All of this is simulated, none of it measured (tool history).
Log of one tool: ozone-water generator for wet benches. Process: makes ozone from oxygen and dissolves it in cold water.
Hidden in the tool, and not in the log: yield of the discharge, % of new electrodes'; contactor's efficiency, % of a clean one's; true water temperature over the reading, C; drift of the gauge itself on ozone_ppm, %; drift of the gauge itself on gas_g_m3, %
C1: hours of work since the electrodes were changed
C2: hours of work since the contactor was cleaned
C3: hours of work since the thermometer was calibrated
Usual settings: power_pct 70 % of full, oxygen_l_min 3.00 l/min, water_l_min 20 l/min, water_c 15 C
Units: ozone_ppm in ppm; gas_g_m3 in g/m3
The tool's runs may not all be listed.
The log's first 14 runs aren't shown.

Run 15, hour 1266.4: usual settings but water_l_min 30 l/min; C1 1706; C2 588; C3 4622. Result: ozone_ppm 9.0 ppm, gas_g_m3 177.4 g/m3.
Run 16, hour 1324.7: usual settings but water_l_min 30 l/min; C1 1760; C2 641; C3 4675. Result: ozone_ppm 9.1 ppm, gas_g_m3 177.0 g/m3.
Run 17, hour 1426.8: usual settings but water_l_min 30 l/min; C1 1853; C2 735; C3 4768. Result: ozone_ppm 9.4 ppm, gas_g_m3 175.8 g/m3.
Run 18, hour 1508.2: usual settings but oxygen_l_min 3.34 l/min; C1 1927; C2 809; C3 4842. Result: ozone_ppm 14.4 ppm, gas_g_m3 171.8 g/m3.
Run 19, hour 1620.3: usual settings but power_pct 49 % of full, oxygen_l_min 2.33 l/min, water_l_min 13 l/min; C1 2030; C2 911; C3 4945. Result: ozone_ppm 15.9 ppm, gas_g_m3 162.6 g/m3.
Run 20, hour 1678.3: usual settings but oxygen_l_min 2.10 l/min, water_c 21 C; C1 2083; C2 964; C3 4998. Result: ozone_ppm 12.1 ppm, gas_g_m3 208.1 g/m3.
Run 21, hour 1727.3: usual settings but oxygen_l_min 2.10 l/min, water_c 21 C; C1 2128; C2 1009; C3 5043. Result: ozone_ppm 12.1 ppm, gas_g_m3 208.6 g/m3.
Run 22, hour 1796.1: usual settings but power_pct 45 % of full, oxygen_l_min 2.10 l/min, water_c 14 C; C1 2190; C2 1072; C3 5106. Result: ozone_ppm 9.8 ppm, gas_g_m3 160.9 g/m3.
Run 23, hour 1895.5: usual settings but power_pct 45 % of full, oxygen_l_min 2.10 l/min, water_c 14 C; C1 2281; C2 1163; C3 5196. Result: ozone_ppm 10.0 ppm, gas_g_m3 160.1 g/m3.
Run 24, hour 1947.2: usual settings but power_pct 45 % of full, oxygen_l_min 2.10 l/min, water_l_min 13 l/min, water_c 13 C; C1 2328; C2 1210; C3 5244. Result: ozone_ppm 15.2 ppm, gas_g_m3 160.8 g/m3.
Run 25, hour 2052.6: usual settings but power_pct 45 % of full, oxygen_l_min 1.95 l/min, water_l_min 31 l/min, water_c 13 C; C1 2425; C2 1306; C3 5340. Result: ozone_ppm 5.9 ppm, gas_g_m3 166.1 g/m3.
At hour 2090.2: gauge calibrated.
Run 26, hour 2125.1: usual settings but power_pct 48 % of full, oxygen_l_min 1.59 l/min, water_l_min 25 l/min; C1 2491; C2 1373; C3 5406. Result: ozone_ppm 7.3 ppm, gas_g_m3 183.9 g/m3.
At hour 2134.6: water thermometer calibrated.
Run 27, hour 2219.2: usual settings but power_pct 65 % of full, oxygen_l_min 1.59 l/min, water_l_min 24 l/min; C1 2576; C2 1458; C3 77. Result: ozone_ppm 8.8 ppm, gas_g_m3 219.3 g/m3.
Run 28, hour 2301.9: usual settings but power_pct 65 % of full, oxygen_l_min 1.59 l/min, water_l_min 24 l/min; C1 2652; C2 1534; C3 153. Result: ozone_ppm 9.0 ppm, gas_g_m3 223.4 g/m3.
Run 29, hour 2401.3: usual settings but power_pct 65 % of full, oxygen_l_min 1.98 l/min, water_l_min 24 l/min, water_c 8 C; C1 2743; C2 1624; C3 244. Result: ozone_ppm 10.2 ppm, gas_g_m3 199.8 g/m3.
Run 30, hour 2467.4: usual settings but power_pct 65 % of full, oxygen_l_min 1.98 l/min, water_l_min 24 l/min, water_c 8 C; C1 2803; C2 1685; C3 304. Result: ozone_ppm 10.2 ppm, gas_g_m3 200.9 g/m3.
Run 31, hour 2539.0: usual settings but power_pct 65 % of full, oxygen_l_min 3.61 l/min, water_l_min 24 l/min, water_c 8 C; C1 2869; C2 1750; C3 369. Result: ozone_ppm 12.3 ppm, gas_g_m3 153.5 g/m3.
Run 32, hour 2652.9: usual settings but power_pct 67 % of full, oxygen_l_min 1.83 l/min, water_l_min 22 l/min, water_c 9 C; C1 2973; C2 1854; C3 474. Result: ozone_ppm 10.9 ppm, gas_g_m3 213.0 g/m3.
Run 33, hour 2765.6: usual settings but power_pct 67 % of full, oxygen_l_min 1.83 l/min, water_l_min 22 l/min, water_c 9 C; C1 3076; C2 1957; C3 576. Result: ozone_ppm 10.8 ppm, gas_g_m3 214.1 g/m3.

Forecast each of these 3 alternatives for the next run:
Run A, hour 2814.3: usual settings but power_pct 97 % of full, oxygen_l_min 4.02 l/min, water_l_min 22 l/min, water_c 9 C; C1 3120; C2 2002; C3 621. Result: ozone_ppm ?, gas_g_m3 ?.
Run B, hour 2814.3: usual settings but power_pct 67 % of full, oxygen_l_min 4.68 l/min, water_l_min 23 l/min, water_c 18 C; C1 3120; C2 2002; C3 621. Result: ozone_ppm ?, gas_g_m3 ?.
Run C, hour 2814.3: usual settings but power_pct 67 % of full, oxygen_l_min 1.83 l/min, water_l_min 24 l/min, water_c 13 C; C1 3120; C2 2002; C3 621. Result: ozone_ppm ?, gas_g_m3 ?.

run  ozone_ppm  gas_g_m3
  A       17.7     186.6
  B       12.8     141.5
  C        9.7     213.1
Without the tool's hidden state the same runs would have given:
run  ozone_ppm  gas_g_m3
  A       17.7     184.8
  B       12.8     140.1
  C        9.7     211.0
